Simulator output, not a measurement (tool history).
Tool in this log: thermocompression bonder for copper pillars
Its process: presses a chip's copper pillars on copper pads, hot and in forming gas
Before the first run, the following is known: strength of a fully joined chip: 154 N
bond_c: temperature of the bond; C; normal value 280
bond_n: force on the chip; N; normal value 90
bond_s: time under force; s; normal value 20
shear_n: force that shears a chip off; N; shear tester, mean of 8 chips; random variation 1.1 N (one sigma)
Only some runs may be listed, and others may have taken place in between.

| run | hour | bond_c | bond_n | bond_s | shear_n |
|---|---|---|---|---|---|
| 1 | 0.0 | 280 | 90 | 20 | 92.6 |
| 2 | 41.9 | 280 | 90 | 20 | 93.1 |
| 3 | 76.8 | 280 | 90 | 20 | 91.2 |
| 4 | 102.3 | 280 | 85 | 20 | 88.5 |
| 5 | 137.2 | 280 | 104 | 20 | 107.0 |
| 6 | 170.1 | 280 | 104 | 20 | 106.4 |
| 7 | 211.7 | 280 | 101 | 20 | 103.5 |
|  | 225.9 | forming gas filter changed |
| 8 | 234.2 | 280 | 101 | 20 | 102.8 |
| 9 | 263.0 | 280 | 90 | 20 | 95.4 |
| 10 | 283.1 | 280 | 90 | 20 | 91.9 |
| 11 | 315.9 | 280 | 121 | 20 | 116.8 |
| 12 | 358.9 | 280 | 121 | 20 | 118.9 |
| 13 | 397.4 | 280 | 91 | 20 | 95.0 |
| 14 | 416.7 | 280 | 91 | 44 | 114.6 |
|  | 448.8 | forming gas filter changed |
| 15 | 460.2 | 280 | 91 | 44 | 116.2 |
| 16 | 484.7 | 280 | 91 | 44 | 117.0 |
| 17 | 502.7 | 280 | 91 | 44 | 119.2 |
| 18 | 522.8 | 280 | 90 | 20 | 95.1 |
| 19 | 564.5 | 280 | 90 | 20 | 94.1 |
| 20 | 603.1 | 280 | 90 | 20 | 93.4 |

Run 21, settings as shown, results not yet in. Your forecast:
| 21 | 631.9 | 307 | 133 | 15 | ? |

Logged for run 21: shear_n 137.3 N.
With no hidden state in the tool, this same run would have given shear_n 138.0 N.
